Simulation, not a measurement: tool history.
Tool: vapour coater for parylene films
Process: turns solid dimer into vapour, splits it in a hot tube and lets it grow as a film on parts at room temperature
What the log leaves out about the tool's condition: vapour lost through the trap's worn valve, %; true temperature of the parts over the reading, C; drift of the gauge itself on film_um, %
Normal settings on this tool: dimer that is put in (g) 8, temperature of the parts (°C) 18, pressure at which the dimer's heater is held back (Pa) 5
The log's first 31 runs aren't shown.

run    hour  dimer that is put in (g)  temperature of the parts (°C)  pressure at which the dimer's heater is held back (Pa)  hours of work since the trap's valve was overhauled  hours of work since the table's thermometer was calibrated  thickness of the film (nm)
 32  1297.5                         6                             11                                                       5                                                   34                                                        1235                        2610
 33  1346.1                         5                             18                                                       5                                                   58                                                        1258                        1600
 34  1387.8                         5                             18                                                    5.87                                                   78                                                        1279                        1610
 35  1429.2                         5                             11                                                    2.06                                                   99                                                        1299                        2210
 36  1466.2                         6                             16                                                   11.73                                                  117                                                        1317                        1980
 37  1523.8                         6                             16                                                   11.73                                                  145                                                        1345                        2000
 38  1568.8                         6                             16                                                   11.73                                                  167                                                        1367                        2000
 39  1621.8                         7                             18                                                   10.92                                                  193                                                        1393                        2170
 40  1668.9                         7                             18                                                   10.92                                                  216                                                        1416                        2140
 41  1709.1                         7                             18                                                       5                                                  235                                                        1435                        2210
 42  1744.1                         7                             18                                                       5                                                  252                                                        1452                        2230

Alternative continuations, all from the tool just after run 42; predict every row:
  A  1794.4                         4                             18                                                    3.89                                                  277                                                        1477                           ?
  B  1794.4                         4                             21                                                    9.47                                                  277                                                        1477                           ?
  C  1794.4                         6                             28                                                    5.45                                                  277                                                        1477                           ?

run  thickness of the film (nm)
  A                        1300
  B                        1070
  C                        1240
Had the tool no hidden state, the same runs would have come out as:
run  thickness of the film (nm)
  A                        1310
  B                        1080
  C                        1240
